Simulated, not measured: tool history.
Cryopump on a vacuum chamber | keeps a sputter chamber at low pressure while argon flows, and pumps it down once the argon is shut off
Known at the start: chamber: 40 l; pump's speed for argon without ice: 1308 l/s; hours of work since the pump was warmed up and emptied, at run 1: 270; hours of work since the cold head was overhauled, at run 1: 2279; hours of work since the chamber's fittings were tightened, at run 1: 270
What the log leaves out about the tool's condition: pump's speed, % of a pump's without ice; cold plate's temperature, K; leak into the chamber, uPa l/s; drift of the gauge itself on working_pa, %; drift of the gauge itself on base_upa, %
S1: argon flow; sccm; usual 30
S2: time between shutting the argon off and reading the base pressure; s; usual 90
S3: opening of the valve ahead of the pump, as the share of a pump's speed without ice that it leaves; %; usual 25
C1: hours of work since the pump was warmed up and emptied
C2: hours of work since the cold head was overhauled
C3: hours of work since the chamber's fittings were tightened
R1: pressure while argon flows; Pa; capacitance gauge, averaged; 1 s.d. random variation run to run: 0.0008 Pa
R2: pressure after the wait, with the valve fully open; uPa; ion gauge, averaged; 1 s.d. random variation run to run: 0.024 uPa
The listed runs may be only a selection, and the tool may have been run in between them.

Run 1, hour 0.0: usual settings; C1 270; C2 2279; C3 270. Result: R1 0.1590 Pa, R2 1.29 uPa.
Run 2, hour 73.6: usual settings but S1 13 sccm; C1 320; C2 2329; C3 320. Result: R1 0.0696 Pa, R2 1.38 uPa.
Run 3, hour 146.0: usual settings; C1 370; C2 2379; C3 370. Result: R1 0.1592 Pa, R2 1.39 uPa.
Run 4, hour 197.3: usual settings; C1 405; C2 2414; C3 405. Result: R1 0.1607 Pa, R2 1.42 uPa.
Run 5, hour 239.5: usual settings but S1 22 sccm; C1 434; C2 2443; C3 434. Result: R1 0.1177 Pa, R2 1.53 uPa.
Run 6, hour 305.3: usual settings but S1 22 sccm; C1 479; C2 2488; C3 479. Result: R1 0.1177 Pa, R2 1.51 uPa.
Run 7, hour 374.7: usual settings but S1 22 sccm; C1 526; C2 2535; C3 526. Result: R1 0.1181 Pa, R2 1.55 uPa.
Run 8, hour 445.6: usual settings but S1 16 sccm; C1 574; C2 2583; C3 574. Result: R1 0.0859 Pa, R2 1.60 uPa.
Run 9, hour 530.4: usual settings but S1 49 sccm; C1 632; C2 2641; C3 632. Result: R1 0.2631 Pa, R2 1.68 uPa.
Run 10, hour 566.4: usual settings but S1 49 sccm; C1 657; C2 2666; C3 657. Result: R1 0.2646 Pa, R2 1.79 uPa.
Run 11, hour 653.4: usual settings but S2 96 s; C1 716; C2 2725; C3 716. Result: R1 0.1627 Pa, R2 1.77 uPa.
Run 12, hour 730.1: usual settings but S1 32 sccm, S2 116 s; C1 769; C2 2778; C3 769. Result: R1 0.1755 Pa, R2 1.76 uPa.
Run 13, hour 785.3: usual settings but S2 147 s, S3 39 %; C1 806; C2 2815; C3 806. Result: R1 0.1085 Pa, R2 1.70 uPa.
Run 14, hour 859.2: usual settings but S1 38 sccm, S2 116 s, S3 16 %; C1 857; C2 2866; C3 857. Result: R1 0.3202 Pa, R2 1.87 uPa.
Run 15, hour 923.4: usual settings but S1 38 sccm, S2 116 s, S3 16 %; C1 901; C2 2910; C3 901. Result: R1 0.3183 Pa, R2 1.93 uPa.
Run 16, hour 972.3: usual settings but S1 13 sccm; C1 934; C2 2943; C3 934. Result: R1 0.0707 Pa, R2 2.14 uPa.
At hour 997.0: pump warmed up, emptied and cooled again.
Run 17, hour 1056.6: usual settings but S1 13 sccm, S2 298 s, S3 26 %; C1 41; C2 2997; C3 988. Result: R1 0.0650 Pa, R2 1.48 uPa.
Run 18, hour 1118.7: usual settings but S1 13 sccm, S2 298 s, S3 26 %; C1 83; C2 3040; C3 1031. Result: R1 0.0659 Pa, R2 1.49 uPa.
Run 19, hour 1207.2: usual settings but S1 13 sccm, S2 298 s, S3 26 %; C1 144; C2 3100; C3 1091. Result: R1 0.0661 Pa, R2 1.64 uPa.
Run 20, hour 1255.1: usual settings but S2 22 s, S3 26 %; C1 176; C2 3133; C3 1124. Result: R1 0.1520 Pa, R2 4.41 uPa.

Consider 3 possible next runs. They are alternatives, not a sequence: every one starts from the tool as it was left by run 20. What does each give?
Run A, hour 1307.5: usual settings but S2 26 s; C1 212; C2 3169; C3 1159. Result: R1 ?, R2 ?.
Run B, hour 1307.5: usual settings but S1 54 sccm, S2 22 s, S3 26 %; C1 212; C2 3169; C3 1159. Result: R1 ?, R2 ?.
Run C, hour 1307.5: usual settings but S1 14 sccm, S2 21 s, S3 59 %; C1 212; C2 3169; C3 1159. Result: R1 ?, R2 ?.

run      R1    R2
  A  0.1588  3.96
  B  0.2749  4.43
  C  0.0322  4.52
The same runs, with their run-to-run variation unchanged, on a tool lacking any hidden condition would have given:
run      R1    R2
  A  0.1550  2.70
  B  0.2681  3.18
  C  0.0305  3.27
